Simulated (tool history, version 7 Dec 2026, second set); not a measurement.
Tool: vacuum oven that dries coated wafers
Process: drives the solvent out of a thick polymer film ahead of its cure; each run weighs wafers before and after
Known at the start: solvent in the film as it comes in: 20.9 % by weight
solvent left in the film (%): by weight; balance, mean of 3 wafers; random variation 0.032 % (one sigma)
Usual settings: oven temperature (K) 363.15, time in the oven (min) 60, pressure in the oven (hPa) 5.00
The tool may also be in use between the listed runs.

| run | hour | oven temperature (K) | time in the oven (min) | pressure in the oven (hPa) | solvent left in the film (%) |
|---|---|---|---|---|---|
| 1 | 0.0 | 363.15 | 60 | 5.00 | 1.76 |
| 2 | 87.0 | 363.15 | 60 | 5.00 | 1.71 |
| 3 | 132.6 | 363.15 | 60 | 5.00 | 1.70 |
| 4 | 186.3 | 361.15 | 60 | 5.00 | 2.07 |
| 5 | 232.4 | 361.15 | 60 | 5.00 | 2.07 |
| 6 | 319.3 | 361.15 | 51 | 5.00 | 2.83 |
| 7 | 389.3 | 361.15 | 51 | 5.00 | 2.81 |
| 8 | 430.5 | 361.15 | 51 | 5.00 | 2.76 |
| 9 | 497.6 | 361.15 | 51 | 11.30 | 2.97 |
| 10 | 557.5 | 363.15 | 54 | 5.00 | 2.16 |
| 11 | 635.1 | 363.15 | 54 | 5.00 | 2.16 |
| 12 | 707.3 | 363.15 | 60 | 2.58 | 1.61 |
| 13 | 749.9 | 363.15 | 60 | 6.44 | 1.81 |
| 14 | 829.0 | 363.15 | 60 | 6.44 | 1.79 |
| 15 | 892.9 | 363.15 | 60 | 6.44 | 1.73 |
| 16 | 944.9 | 363.15 | 60 | 5.00 | 1.71 |
| 17 | 1010.7 | 363.15 | 60 | 5.00 | 1.74 |
| 18 | 1050.3 | 363.15 | 60 | 5.00 | 1.72 |
| 19 | 1117.1 | 363.15 | 60 | 5.00 | 1.70 |
| 20 | 1198.9 | 363.15 | 60 | 5.00 | 1.73 |
| 21 | 1261.0 | 363.15 | 60 | 5.00 | 1.71 |
| 22 | 1304.2 | 372.15 | 53 | 4.23 | 0.86 |
| 23 | 1355.1 | 367.15 | 37 | 7.42 | 3.15 |
| 24 | 1405.9 | 367.15 | 37 | 7.42 | 3.09 |
| 25 | 1491.5 | 355.15 | 37 | 3.20 | 6.13 |
| 26 | 1550.4 | 355.15 | 37 | 3.20 | 6.16 |
| 27 | 1599.1 | 359.15 | 60 | 16.40 | 2.86 |
| 28 | 1671.2 | 359.15 | 32 | 17.49 | 6.39 |
| 29 | 1712.1 | 363.15 | 31 | 12.16 | 5.31 |
| 30 | 1749.6 | 362.15 | 84 | 8.27 | 0.95 |
| 31 | 1804.0 | 361.15 | 65 | 11.04 | 1.95 |
| 32 | 1864.1 | 374.15 | 65 | 11.04 | 0.47 |
| 33 | 1919.7 | 357.15 | 46 | 5.00 | 4.37 |
| 34 | 2004.9 | 357.15 | 46 | 5.00 | 4.32 |
| 35 | 2083.5 | 357.15 | 81 | 3.26 | 1.59 |
| 36 | 2141.8 | 357.15 | 81 | 3.26 | 1.46 |
| 37 | 2205.5 | 357.15 | 81 | 3.26 | 1.48 |
| 38 | 2279.7 | 357.15 | 99 | 5.95 | 1.12 |
| 39 | 2319.4 | 375.15 | 106 | 17.35 | 0.36 |
| 40 | 2406.3 | 375.15 | 106 | 17.35 | 0.34 |

Not shown: 2 entries that the log had between the listed runs. Between which runs, and how does the tool's hidden state differ before and after?
Between runs 19 and 20: vacuum gauge cleaned of residue and calibrated (hour 1128.6)
  true pressure over the reading, kPa: 0.021 -> 0
Between runs 21 and 22: oven's thermocouples calibrated (hour 1295.2)
  true wafer temperature over the reading, C: 0.14 -> 0.02
